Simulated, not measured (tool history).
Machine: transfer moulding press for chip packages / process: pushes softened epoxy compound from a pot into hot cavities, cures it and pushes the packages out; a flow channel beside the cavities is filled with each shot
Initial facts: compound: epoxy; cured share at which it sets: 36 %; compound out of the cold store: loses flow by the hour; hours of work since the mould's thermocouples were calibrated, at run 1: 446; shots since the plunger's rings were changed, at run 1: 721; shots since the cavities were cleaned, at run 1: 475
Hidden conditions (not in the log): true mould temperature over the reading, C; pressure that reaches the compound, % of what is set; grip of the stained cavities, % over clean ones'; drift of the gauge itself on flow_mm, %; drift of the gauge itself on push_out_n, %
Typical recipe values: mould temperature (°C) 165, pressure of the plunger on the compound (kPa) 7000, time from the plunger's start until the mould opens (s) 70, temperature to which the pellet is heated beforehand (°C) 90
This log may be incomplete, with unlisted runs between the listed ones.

run     day  mould temperature (°C)  pressure of the plunger on the compound (kPa)  time from the plunger's start until the mould opens (s)  temperature to which the pellet is heated beforehand (°C)  hours of work since the mould's thermocouples were calibrated  shots since the plunger's rings were changed  shots since the cavities were cleaned  incoming compound's hours out of the cold store  length that the compound runs in the flow channel (mm)  greatest force on the pins that push the packages out (N)
  1   0.000                     165                                           7000                                                       70                                                         90                                                            446                                           721                                    475                                             47.6                                                     747                                                        374
      0.358  -- cavities cleaned with cleaning compound and waxed
      2.229  -- cavities cleaned with cleaning compound and waxed
  2   2.229                     165                                           7000                                                       70                                                         83                                                            471                                          1307                                      0                                             25.5                                                     796                                                        384
      4.208  -- cavities cleaned with cleaning compound and waxed
  3   5.262                     165                                           7000                                                       70                                                         83                                                            505                                          2135                                    294                                             15.7                                                     820                                                        382
      6.096  -- cavities cleaned with cleaning compound and waxed
      7.967  -- cavities cleaned with cleaning compound and waxed
  4   8.033                     165                                           7000                                                       70                                                         83                                                            536                                          2872                                     19                                             25.5                                                     805                                                        379
      9.933  -- cavities cleaned with cleaning compound and waxed
     10.875  -- mould's thermocouples calibrated
     11.975  -- cavities cleaned with cleaning compound and waxed
  5  11.975                     165                                           7000                                                       70                                                         83                                                             12                                          3911                                      0                                             21.4                                                     791                                                        405
     13.954  -- cavities cleaned with cleaning compound and waxed
  6  15.396                     165                                           7000                                                       70                                                         90                                                             51                                          4848                                    403                                             31.7                                                     774                                                        389
     16.058  -- cavities cleaned with cleaning compound and waxed
  7  17.483                     165                                           7000                                                       70                                                         90                                                             74                                          5411                                    397                                             29.4                                                     791                                                        389
     18.046  -- cavities cleaned with cleaning compound and waxed
     19.312  -- plunger's sealing rings changed
  8  19.312                     165                                           7000                                                       70                                                         90                                                             93                                             0                                    323                                             44.1                                                     756                                                        380
     20.129  -- cavities cleaned with cleaning compound and waxed
     22.254  -- cavities cleaned with cleaning compound and waxed
  9  23.050                     165                                           7000                                                       70                                                         90                                                            135                                          1006                                    221                                              9.8                                                     837                                                        379
     24.221  -- cavities cleaned with cleaning compound and waxed
     26.079  -- cavities cleaned with cleaning compound and waxed
 10  26.646                     165                                           7000                                                       70                                                         90                                                            175                                          1973                                    158                                             37.2                                                     777                                                        384
     27.912  -- cavities cleaned with cleaning compound and waxed
 11  29.521                     165                                           7000                                                       70                                                         90                                                            208                                          2756                                    448                                             14.0                                                     817                                                        405
     29.867  -- cavities cleaned with cleaning compound and waxed
     31.746  -- cavities cleaned with cleaning compound and waxed
 12  33.421                     165                                           7000                                                       70                                                         90                                                            251                                          3807                                    466                                             47.2                                                     749                                                        376

What will run 13 give?
     33.675  -- cavities cleaned with cleaning compound and waxed
     35.575  -- cavities cleaned with cleaning compound and waxed
 13  37.038                     165                                           7000                                                       70                                                         99                                                            292                                          4780                                    407                                             31.3                                                       ?                                                          ?

length that the compound runs in the flow channel (mm): 778
greatest force on the pins that push the packages out (N): 374
On a tool with no hidden condition, and with the same random variation, this run would have come out at length that the compound runs in the flow channel (mm) 781, greatest force on the pins that push the packages out (N) 370.
